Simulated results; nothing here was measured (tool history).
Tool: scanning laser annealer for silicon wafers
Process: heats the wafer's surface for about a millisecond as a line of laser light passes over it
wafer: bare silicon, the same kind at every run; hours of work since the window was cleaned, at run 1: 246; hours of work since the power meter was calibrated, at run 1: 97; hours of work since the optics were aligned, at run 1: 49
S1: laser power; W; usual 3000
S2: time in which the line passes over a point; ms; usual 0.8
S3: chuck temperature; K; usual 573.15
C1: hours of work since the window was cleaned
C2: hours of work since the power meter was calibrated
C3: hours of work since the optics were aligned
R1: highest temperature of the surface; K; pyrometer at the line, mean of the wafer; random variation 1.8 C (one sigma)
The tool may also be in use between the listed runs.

run,hour,S1,S2,S3,C1,C2,C3,R1
1,0,3000,0.8,573.15,246,97,49,1327.15
2,21.2,3000,0.8,573.15,263,114,66,1327.15
3,45.3,2713,0.8,573.15,283,133,85,1245.15
4,78.9,3000,0.8,573.15,309,160,112,1320.15
5,101.9,3000,0.8,573.15,328,178,130,1321.15
# hour 109: optics aligned, line set to its width
6,132.2,3000,0.8,573.15,348,198,19,1317.15
7,159,3000,0.8,573.15,369,220,40,1319.15
8,191.1,2781,0.8,584.15,395,245,66,1268.15
9,226,2660,0.996,584.15,423,273,93,1315.15
10,250.7,3208,0.846,547.15,443,293,113,1372.15
# hour 258: optics aligned, line set to its width, once more
11,277.3,3023,0.8,580.15,460,310,15,1328.15
12,296.9,2563,0.564,606.15,476,326,31,1115.15
13,318.6,2617,0.593,557.15,493,343,48,1092.15
14,348.8,3199,0.622,582.15,517,367,73,1267.15

Forecast each of these 3 alternatives for the next run:
A,366.9,2729,0.824,537.15,532,382,87,?
B,366.9,3020,0.8,573.15,532,382,87,?
C,366.9,2595,0.8,554.15,532,382,87,?

run,R1
A,1209.15
B,1315.15
C,1179.15
Without the tool's hidden state the same runs would have given:
run,R1
A,1239.15
B,1347.15
C,1206.15
